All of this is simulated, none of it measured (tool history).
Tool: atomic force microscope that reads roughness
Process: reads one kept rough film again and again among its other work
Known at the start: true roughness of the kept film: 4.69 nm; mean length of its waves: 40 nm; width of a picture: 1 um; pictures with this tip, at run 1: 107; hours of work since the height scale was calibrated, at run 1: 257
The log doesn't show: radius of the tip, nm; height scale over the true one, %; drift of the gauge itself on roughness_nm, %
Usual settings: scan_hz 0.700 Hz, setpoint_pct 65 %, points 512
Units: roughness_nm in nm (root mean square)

run    day  scan_hz  setpoint_pct  points  pictures with this tip  hours of work since the height scale was calibrated  roughness_nm
  1  0.000    0.700            65     512                     107                                                  257         3.573
  2  0.442    0.700            71     512                     133                                                  265         3.420
  3  0.812    1.867            71     512                     154                                                  272         3.204
  4  1.117    1.867            71     512                     171                                                  278         3.131
  5  1.475    1.867            71     512                     192                                                  285         3.092
  6  1.821    1.867            71     512                     211                                                  291         2.979
  7  2.158    1.867            71     512                     231                                                  298         2.938
     2.454  -- new tip fitted
  8  2.479    1.867            71     512                       1                                                  303         3.863
  9  2.712    0.885            65     669                      14                                                  308         4.025
 10  3.054    0.885            86     790                      34                                                  314         3.694
 11  3.283    2.041            65     779                      47                                                  318         3.703
 12  3.717    3.716            67    1018                      72                                                  326         3.369
 13  3.917    0.533            71    1018                      83                                                  330         3.637

Forecast each of these 3 alternatives for the next run:
  A  4.304    1.993            57     871                     105                                                  338             ?
  B  4.304    0.999            65     512                     105                                                  338             ?
  C  4.304    0.700            65     275                     105                                                  338             ?

run  roughness_nm
  A         3.524
  B         3.533
  C         3.534
Without the tool's hidden state the same runs would have given:
run  roughness_nm
  A         4.071
  B         4.081
  C         4.080
